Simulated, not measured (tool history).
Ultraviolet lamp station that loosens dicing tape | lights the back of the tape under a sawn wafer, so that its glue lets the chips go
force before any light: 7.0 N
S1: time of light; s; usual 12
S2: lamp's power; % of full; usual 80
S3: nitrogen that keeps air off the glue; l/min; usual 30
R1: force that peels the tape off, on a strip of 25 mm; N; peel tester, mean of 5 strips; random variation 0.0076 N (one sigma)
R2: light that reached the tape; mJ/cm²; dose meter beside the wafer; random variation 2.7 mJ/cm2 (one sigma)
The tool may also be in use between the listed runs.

run 1 day=0.000 | S1=12 S2=80 S3=30 | R1=0.405 R2=282
run 2 day=3.358 | S1=12 S2=80 S3=30 | R1=0.409 R2=271
run 3 day=5.046 | S1=12 S2=80 S3=30 | R1=0.438 R2=267
run 4 day=6.838 | S1=12 S2=80 S3=30 | R1=0.436 R2=267
run 5 day=8.617 | S1=12 S2=80 S3=30 | R1=0.466 R2=257
run 6 day=11.429 | S1=12 S2=80 S3=30 | R1=0.483 R2=255
run 7 day=14.738 | S1=12 S2=80 S3=14 | R1=0.903 R2=239
run 8 day=17.517 | S1=12 S2=80 S3=14 | R1=0.929 R2=233
run 9 day=19.608 | S1=12 S2=80 S3=14 | R1=1.009 R2=229
run 10 day=22.842 | S1=12 S2=66 S3=14 | R1=1.396 R2=182
run 11 day=24.429 | S1=12 S2=66 S3=14 | R1=1.020 R2=223
run 12 day=27.238 | S1=12 S2=66 S3=14 | R1=1.119 R2=214
run 13 day=29.038 | S1=12 S2=66 S3=14 | R1=1.119 R2=209
run 14 day=31.129 | S1=12 S2=66 S3=14 | R1=1.191 R2=206
run 15 day=34.129 | S1=8 S2=80 S3=30 | R1=1.090 R2=159
run 16 day=36.075 | S1=12 S2=80 S3=55 | R1=0.405 R2=238
run 17 day=39.571 | S1=12 S2=66 S3=30 | R1=0.823 R2=184
run 18 day=41.421 | S1=11 S2=80 S3=30 | R1=0.749 R2=201
run 19 day=44.212 | S1=11 S2=80 S3=28 | R1=0.793 R2=194
run 20 day=46.500 | S1=11 S2=80 S3=28 | R1=0.838 R2=187
run 21 day=49.204 | S1=11 S2=80 S3=28 | R1=0.905 R2=185
run 22 day=52.821 | S1=11 S2=80 S3=28 | R1=0.935 R2=178
run 23 day=54.858 | S1=12 S2=90 S3=25 | R1=0.743 R2=210
run 24 day=57.167 | S1=12 S2=90 S3=25 | R1=0.787 R2=204
run 25 day=59.054 | S1=10 S2=62 S3=37 | R1=0.477 R2=239
run 26 day=61.858 | S1=6 S2=70 S3=19 | R1=1.386 R2=160
run 27 day=65.596 | S1=11 S2=63 S3=19 | R1=0.665 R2=250
run 28 day=68.721 | S1=11 S2=63 S3=19 | R1=0.700 R2=245
run 29 day=70.821 | S1=16 S2=80 S3=12 | R1=0.338 R2=439
run 30 day=72.846 | S1=7 S2=88 S3=12 | R1=1.224 R2=209
run 31 day=76.554 | S1=7 S2=88 S3=12 | R1=1.331 R2=198
run 32 day=78.362 | S1=12 S2=71 S3=48 | R1=0.343 R2=274
run 33 day=82.142 | S1=12 S2=75 S3=49 | R1=0.337 R2=270
run 34 day=85.112 | S1=12 S2=75 S3=52 | R1=0.340 R2=266
run 35 day=87.617 | S1=15 S2=94 S3=52 | R1=0.247 R2=401
run 36 day=89.733 | S1=15 S2=94 S3=52 | R1=0.235 R2=400
run 37 day=91.296 | S1=10 S2=64 S3=13 | R1=1.495 R2=179
run 38 day=92.950 | S1=17 S2=92 S3=39 | R1=0.244 R2=520
run 39 day=94.900 | S1=14 S2=100 S3=53 | R1=0.248 R2=456
run 40 day=97.296 | S1=9 S2=80 S3=30 | R1=0.576 R2=226
run 41 day=100.279 | S1=9 S2=80 S3=30 | R1=0.588 R2=220
run 42 day=103.383 | S1=12 S2=71 S3=21 | R1=0.626 R2=250
run 43 day=105.996 | S1=14 S2=74 S3=14 | R1=0.609 R2=295

Not shown: 4 entries that the log had between the listed runs. Between which runs, and how does the tool's hidden state differ before and after?
Between runs 10 and 11: window cleaned of glue's vapour (day 24.000)
  lamp's light, % of a new lamp's: 71.9 -> 71.2; light that the window lets through, % of a clean one's: 81.7 -> 99.7
  measured less the result without the state, R1: +0.818 -> +0.459 N; R2: -128 -> -89 mJ/cm²
Between runs 24 and 25: window cleaned of glue's vapour (day 57.808); lamp changed (day 59.054)
  lamp's light, % of a new lamp's: 58.5 -> 99.6; light that the window lets through, % of a clean one's: 83.1 -> 99
  measured less the result without the state, R1: +0.510 -> +0.011 N; R2: -217 -> -4 mJ/cm²
Between runs 37 and 38: window cleaned of glue's vapour (day 91.696)
  lamp's light, % of a new lamp's: 86.5 -> 85.9; light that the window lets through, % of a clean one's: 82.5 -> 98.9
  measured less the result without the state, R1: +0.617 -> +0.003 N; R2: -71 -> -92 mJ/cm²

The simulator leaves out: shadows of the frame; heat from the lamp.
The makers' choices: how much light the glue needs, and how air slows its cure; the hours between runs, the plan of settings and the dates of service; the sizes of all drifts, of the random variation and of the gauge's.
